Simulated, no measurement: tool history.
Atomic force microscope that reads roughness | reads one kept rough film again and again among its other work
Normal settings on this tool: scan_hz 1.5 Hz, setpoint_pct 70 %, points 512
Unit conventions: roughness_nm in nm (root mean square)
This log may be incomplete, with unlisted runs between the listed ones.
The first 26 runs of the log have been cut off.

run	day	scan_hz	setpoint_pct	points	pictures with this tip	hours of work since the height scale was calibrated	roughness_nm
27	36.267	1.5	58	516	102	816	1.552
28	37.417	3.52	57	806	128	831	1.456
29	39.154	3.52	57	806	168	853	1.362
# day 40.179: new tip fitted
30	40.2	3.16	83	959	0	866	1.596
31	41.154	1.5	74	586	22	878	1.744
32	42.854	1.16	89	401	60	900	1.542
33	44.533	1.16	89	401	99	921	1.428
34	46.521	0.64	89	405	144	946	1.381
35	47.842	0.66	84	410	174	963	1.325
# day 48.567: new tip fitted
36	48.733	0.66	84	410	4	974	1.828
37	50.529	1.86	63	685	44	997	1.715
38	52.308	3.98	65	368	85	1020	1.462
39	53.533	3.98	65	368	113	1035	1.39
40	54.788	3.98	65	368	141	1051	1.33
41	55.975	2.87	64	512	168	1066	1.321
# day 56.933: new tip fitted
42	56.933	0.68	70	355	0	1078	1.865
43	58.779	0.59	70	278	42	1102	1.687
44	59.942	3.01	80	512	69	1117	1.404
45	60.996	3.01	80	512	93	1130	1.332
46	62.983	2.39	66	259	138	1155	1.349
47	64.417	1.04	86	514	171	1174	1.292
# day 65.233: new tip fitted
48	66.254	1.78	65	624	23	1197	1.791
49	67.142	1.78	65	624	43	1208	1.707
50	68.717	3.45	58	335	79	1228	1.554

What if the next run were any one of these 5? Each begins from the tool's condition after run 50:
A	70.104	0.86	70	461	110	1246	?
B	70.104	3.45	63	336	110	1246	?
C	70.104	1.5	78	512	110	1246	?
D	70.104	0.85	71	797	110	1246	?
E	70.104	1.5	70	328	110	1246	?

run	roughness_nm
A	1.513
B	1.442
C	1.452
D	1.528
E	1.475
What these runs would have given with no unlogged condition in the tool:
run	roughness_nm
A	1.89
B	1.799
C	1.813
D	1.91
E	1.842

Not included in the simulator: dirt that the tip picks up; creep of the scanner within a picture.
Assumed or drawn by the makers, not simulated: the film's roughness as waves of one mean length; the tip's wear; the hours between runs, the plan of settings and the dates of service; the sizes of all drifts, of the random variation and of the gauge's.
